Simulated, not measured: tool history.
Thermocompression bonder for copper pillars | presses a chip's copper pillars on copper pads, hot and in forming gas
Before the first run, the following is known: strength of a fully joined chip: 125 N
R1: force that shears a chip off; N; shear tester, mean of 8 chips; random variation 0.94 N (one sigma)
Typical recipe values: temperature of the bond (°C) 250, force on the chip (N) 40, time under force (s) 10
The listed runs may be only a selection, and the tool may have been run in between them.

Run 1, hour 0.0: usual settings. Result: R1 73.5 N.
Run 2, hour 27.4: usual settings. Result: R1 71.3 N.
At hour 37.1: forming gas filter changed.
Run 3, hour 60.4: usual settings. Result: R1 78.8 N.
Run 4, hour 115.6: usual settings but temperature of the bond (°C) 227. Result: R1 61.9 N.
Run 5, hour 167.6: usual settings but temperature of the bond (°C) 227. Result: R1 60.3 N.
Run 6, hour 205.2: usual settings. Result: R1 75.8 N.
Run 7, hour 258.0: usual settings. Result: R1 72.8 N.
Run 8, hour 294.4: usual settings. Result: R1 72.9 N.
Run 9, hour 334.0: usual settings. Result: R1 71.8 N.
At hour 337.7: forming gas filter changed.
Run 10, hour 371.8: usual settings. Result: R1 78.9 N.
Run 11, hour 405.1: usual settings. Result: R1 77.0 N.
Run 12, hour 443.8: usual settings but time under force (s) 12. Result: R1 80.2 N.
Run 13, hour 484.0: usual settings but time under force (s) 12. Result: R1 79.5 N.
Run 14, hour 521.3: usual settings but time under force (s) 12. Result: R1 79.3 N.
Run 15, hour 580.4: usual settings but time under force (s) 12. Result: R1 77.1 N.
Run 16, hour 634.7: usual settings but time under force (s) 12. Result: R1 74.2 N.
At hour 639.3: forming gas filter changed.
Run 17, hour 668.4: usual settings but force on the chip (N) 58, time under force (s) 12. Result: R1 99.9 N.
Run 18, hour 704.6: usual settings but force on the chip (N) 58, time under force (s) 12. Result: R1 101.2 N.
Run 19, hour 747.1: usual settings but temperature of the bond (°C) 256, force on the chip (N) 45, time under force (s) 14. Result: R1 93.1 N.
Run 20, hour 790.8: usual settings but temperature of the bond (°C) 251, force on the chip (N) 31, time under force (s) 20. Result: R1 76.0 N.
Run 21, hour 848.2: usual settings but temperature of the bond (°C) 251, force on the chip (N) 31, time under force (s) 20. Result: R1 75.9 N.
Run 22, hour 885.1: usual settings but temperature of the bond (°C) 251, force on the chip (N) 31, time under force (s) 20. Result: R1 74.4 N.
Run 23, hour 929.4: usual settings but temperature of the bond (°C) 221, force on the chip (N) 39, time under force (s) 20. Result: R1 64.2 N.
At hour 939.8: forming gas filter changed.
Run 24, hour 966.8: usual settings but temperature of the bond (°C) 221, force on the chip (N) 39, time under force (s) 20. Result: R1 70.1 N.
Run 25, hour 1021.0: usual settings but temperature of the bond (°C) 221, force on the chip (N) 50, time under force (s) 5. Result: R1 52.8 N.
Run 26, hour 1080.3: usual settings but temperature of the bond (°C) 278, force on the chip (N) 37, time under force (s) 11. Result: R1 90.3 N.
Run 27, hour 1143.9: usual settings but temperature of the bond (°C) 278, force on the chip (N) 37, time under force (s) 11. Result: R1 86.6 N.
Run 28, hour 1175.3: usual settings but temperature of the bond (°C) 279, force on the chip (N) 51, time under force (s) 17. Result: R1 108.0 N.
Run 29, hour 1212.4: usual settings but temperature of the bond (°C) 272. Result: R1 83.8 N.
At hour 1237.8: forming gas filter changed.
Run 30, hour 1255.6: usual settings but temperature of the bond (°C) 249, force on the chip (N) 60, time under force (s) 21. Result: R1 111.7 N.
Run 31, hour 1287.2: usual settings but force on the chip (N) 39, time under force (s) 8. Result: R1 69.9 N.
Run 32, hour 1323.3: usual settings but temperature of the bond (°C) 259, force on the chip (N) 59, time under force (s) 19. Result: R1 113.7 N.
Run 33, hour 1351.5: usual settings but temperature of the bond (°C) 263, force on the chip (N) 32, time under force (s) 7. Result: R1 63.7 N.
Run 34, hour 1384.2: usual settings but force on the chip (N) 44, time under force (s) 12. Result: R1 83.5 N.
Run 35, hour 1440.5: usual settings but temperature of the bond (°C) 241, force on the chip (N) 56, time under force (s) 25. Result: R1 100.4 N.
Run 36, hour 1468.2: usual settings but temperature of the bond (°C) 232, force on the chip (N) 56, time under force (s) 25. Result: R1 95.3 N.

What if the next run were any one of these 3? Each begins from the tool's condition after run 36:
Run A, hour 1531.0: usual settings but temperature of the bond (°C) 248, force on the chip (N) 28. Result: R1 ?.
Run B, hour 1531.0: usual settings but temperature of the bond (°C) 258, time under force (s) 8. Result: R1 ?.
Run C, hour 1531.0: usual settings but temperature of the bond (°C) 240, force on the chip (N) 53, time under force (s) 24. Result: R1 ?.

run    R1
  A  49.7
  B  70.5
  C  94.3
With no hidden state in the tool, these same runs would have given:
run     R1
  A   56.7
  B   79.5
  C  105.6
